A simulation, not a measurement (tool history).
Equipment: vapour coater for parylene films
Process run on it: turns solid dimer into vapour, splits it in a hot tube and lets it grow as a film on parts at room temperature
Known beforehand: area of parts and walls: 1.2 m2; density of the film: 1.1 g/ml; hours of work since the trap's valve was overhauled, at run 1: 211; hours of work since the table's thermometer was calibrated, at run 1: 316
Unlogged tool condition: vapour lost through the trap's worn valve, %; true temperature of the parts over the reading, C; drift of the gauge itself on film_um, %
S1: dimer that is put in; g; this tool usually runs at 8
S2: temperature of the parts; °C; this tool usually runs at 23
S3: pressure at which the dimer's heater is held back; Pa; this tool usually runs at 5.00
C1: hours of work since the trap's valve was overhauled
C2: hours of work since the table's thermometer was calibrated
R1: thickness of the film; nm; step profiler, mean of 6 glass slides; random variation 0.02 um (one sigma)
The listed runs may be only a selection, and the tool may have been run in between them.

run 1 hour=0.0 | S1=8 S2=23 S3=5.00 | C1=211 C2=316 | R1=3870
run 2 hour=16.7 | S1=8 S2=16 S3=5.00 | C1=219 C2=323 | R1=5410
-- hour=35.5 trap's valve overhauled
run 3 hour=49.7 | S1=8 S2=16 S3=5.00 | C1=6 C2=336 | R1=5410
run 4 hour=78.5 | S1=8 S2=16 S3=5.00 | C1=19 C2=349 | R1=5420
run 5 hour=108.3 | S1=8 S2=16 S3=5.00 | C1=32 C2=362 | R1=5440
run 6 hour=129.6 | S1=8 S2=16 S3=5.00 | C1=42 C2=372 | R1=5380
run 7 hour=158.6 | S1=14 S2=23 S3=5.00 | C1=55 C2=385 | R1=6810
run 8 hour=172.5 | S1=8 S2=31 S3=5.00 | C1=61 C2=391 | R1=2680
run 9 hour=200.4 | S1=8 S2=31 S3=5.00 | C1=74 C2=403 | R1=2680
run 10 hour=223.7 | S1=8 S2=23 S3=5.00 | C1=84 C2=414 | R1=3900
run 11 hour=238.8 | S1=5 S2=18 S3=5.08 | C1=91 C2=420 | R1=3100
run 12 hour=255.3 | S1=5 S2=18 S3=5.08 | C1=98 C2=428 | R1=3070
run 13 hour=284.1 | S1=5 S2=18 S3=5.08 | C1=111 C2=441 | R1=3080
run 14 hour=302.9 | S1=5 S2=18 S3=5.08 | C1=119 C2=449 | R1=3080
run 15 hour=317.3 | S1=9 S2=23 S3=4.38 | C1=126 C2=455 | R1=4480
run 16 hour=344.7 | S1=5 S2=28 S3=9.35 | C1=138 C2=468 | R1=1750
run 17 hour=361.4 | S1=9 S2=23 S3=3.39 | C1=145 C2=475 | R1=4690
run 18 hour=378.5 | S1=5 S2=27 S3=5.00 | C1=153 C2=483 | R1=2040
run 19 hour=396.2 | S1=8 S2=17 S3=8.54 | C1=161 C2=491 | R1=4750
run 20 hour=417.6 | S1=4 S2=33 S3=9.04 | C1=170 C2=500 | R1=1120

Results for each run, recomputed without the tool's hidden state and with each run's random variation untouched:
run=1 R1=3880
run=2 R1=5430
run=3 R1=5400
run=4 R1=5410
run=5 R1=5430
run=6 R1=5370
run=7 R1=6790
run=8 R1=2670
run=9 R1=2670
run=10 R1=3890
run=11 R1=3080
run=12 R1=3060
run=13 R1=3060
run=14 R1=3060
run=15 R1=4450
run=16 R1=1730
run=17 R1=4650
run=18 R1=2020
run=19 R1=4710
run=20 R1=1110
